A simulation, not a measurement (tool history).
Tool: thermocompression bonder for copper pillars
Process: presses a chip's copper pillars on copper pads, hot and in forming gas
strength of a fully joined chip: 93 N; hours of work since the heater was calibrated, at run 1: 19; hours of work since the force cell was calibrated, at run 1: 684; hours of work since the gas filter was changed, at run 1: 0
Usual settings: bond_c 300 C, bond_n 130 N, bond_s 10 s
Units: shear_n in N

| run | hour | bond_c | bond_n | bond_s | hours of work since the heater was calibrated | hours of work since the force cell was calibrated | hours of work since the gas filter was changed | shear_n |
|---|---|---|---|---|---|---|---|---|
| 1 | 0.0 | 300 | 130 | 10 | 19 | 684 | 0 | 41.1 |
| 2 | 4.9 | 300 | 130 | 10 | 22 | 687 | 3 | 41.1 |
| 3 | 11.0 | 300 | 141 | 10 | 26 | 691 | 7 | 43.7 |
| 4 | 17.5 | 300 | 141 | 10 | 30 | 695 | 11 | 44.0 |
|  | 20.2 | heater calibrated with a thermocouple chip |
| 5 | 25.8 | 300 | 141 | 10 | 4 | 699 | 16 | 43.8 |
| 6 | 33.1 | 300 | 108 | 10 | 8 | 704 | 20 | 35.9 |
| 7 | 42.4 | 291 | 130 | 5 | 14 | 710 | 26 | 27.9 |
| 8 | 50.2 | 300 | 180 | 10 | 20 | 715 | 31 | 50.8 |
| 9 | 57.5 | 285 | 90 | 18 | 24 | 720 | 36 | 31.9 |
| 10 | 64.8 | 285 | 95 | 16 | 29 | 724 | 41 | 32.3 |

Forecast run 11:
|  | 71.3 | heater calibrated with a thermocouple chip, once more |
| 11 | 74.8 | 300 | 130 | 19 | 2 | 730 | 46 | ? |

{"run 11": {"shear_n": 51.1}}
Without the tool's hidden state the same run would have given shear_n 49.2 N.
